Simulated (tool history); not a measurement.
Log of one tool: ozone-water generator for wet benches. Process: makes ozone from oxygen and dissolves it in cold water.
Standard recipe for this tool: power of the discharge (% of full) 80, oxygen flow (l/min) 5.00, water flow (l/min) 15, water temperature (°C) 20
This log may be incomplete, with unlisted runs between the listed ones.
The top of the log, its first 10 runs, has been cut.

run     day  power of the discharge (% of full)  oxygen flow (l/min)  water flow (l/min)  water temperature (°C)  dissolved ozone (ppm)  ozone in the gas ahead of the water (g/m3)
 11  10.621                                  80                 5.00                  15                      20                   33.9                                       261.1
 12  11.262                                  80                 5.00                  15                      20                   34.1                                       262.6
 13  12.171                                  80                 5.00                  22                      20                   25.5                                       263.2
     12.271  -- water thermometer calibrated
 14  13.612                                  80                 5.00                  13                      20                   37.7                                       259.7
 15  14.833                                  80                 5.00                  13                      20                   37.3                                       258.7
 16  15.962                                  80                 5.00                  15                      26                   30.2                                       261.1
 17  17.262                                  80                 5.00                  15                      20                   33.9                                       262.8
     17.971  -- water thermometer calibrated, once more
 18  18.467                                  80                 6.60                  11                      20                   38.3                                       219.2
 19  19.529                                  80                 6.60                  11                      20                   38.3                                       217.4
 20  20.342                                  80                 6.60                  11                      20                   37.9                                       218.4
 21  21.742                                  80                 2.61                  13                      20                   39.8                                       394.1
 22  23.112                                  94                 3.57                  13                      23                   41.1                                       357.0
 23  24.204                                  94                 3.57                  13                      23                   41.2                                       356.5
 24  25.154                                  90                 3.57                  13                      25                   38.7                                       347.5
 25  26.008                                  90                 3.57                  13                      25                   38.6                                       344.7
 26  26.788                                  80                 7.31                  15                      13                   35.7                                       201.9
 27  27.775                                  52                 3.54                  15                      20                   26.4                                       242.2
 28  29.075                                  52                 3.54                  15                      20                   26.3                                       239.8
 29  30.521                                  43                 4.75                  15                      15                   24.5                                       179.1
 30  31.683                                  50                 6.17                  15                      17                   24.9                                       165.8
 31  32.683                                  80                 3.32                  24                      20                   23.1                                       330.0
 32  33.338                                  80                 3.32                  24                      18                   23.0                                       333.9
 33  34.479                                  51                 8.25                  10                      16                   29.6                                       140.6

Forecast each of these 4 alternatives for the next run:
  A  35.662                                  80                 4.87                  15                      20                      ?                                           ?
  B  35.662                                  80                 5.00                  13                      20                      ?                                           ?
  C  35.662                                  51                 4.69                  18                      25                      ?                                           ?
  D  35.662                                  49                 5.00                  21                      20                      ?                                           ?

run  dissolved ozone (ppm)  ozone in the gas ahead of the water (g/m3)
  A                   32.9                                       261.2
  B                   36.5                                       255.8
  C                   20.3                                       199.1
  D                   18.5                                       185.4
The same runs, with their run-to-run variation unchanged, on a tool lacking any hidden condition would have given:
run  dissolved ozone (ppm)  ozone in the gas ahead of the water (g/m3)
  A                   34.9                                       271.4
  B                   38.7                                       265.8
  C                   21.3                                       204.7
  D                   19.5                                       190.5
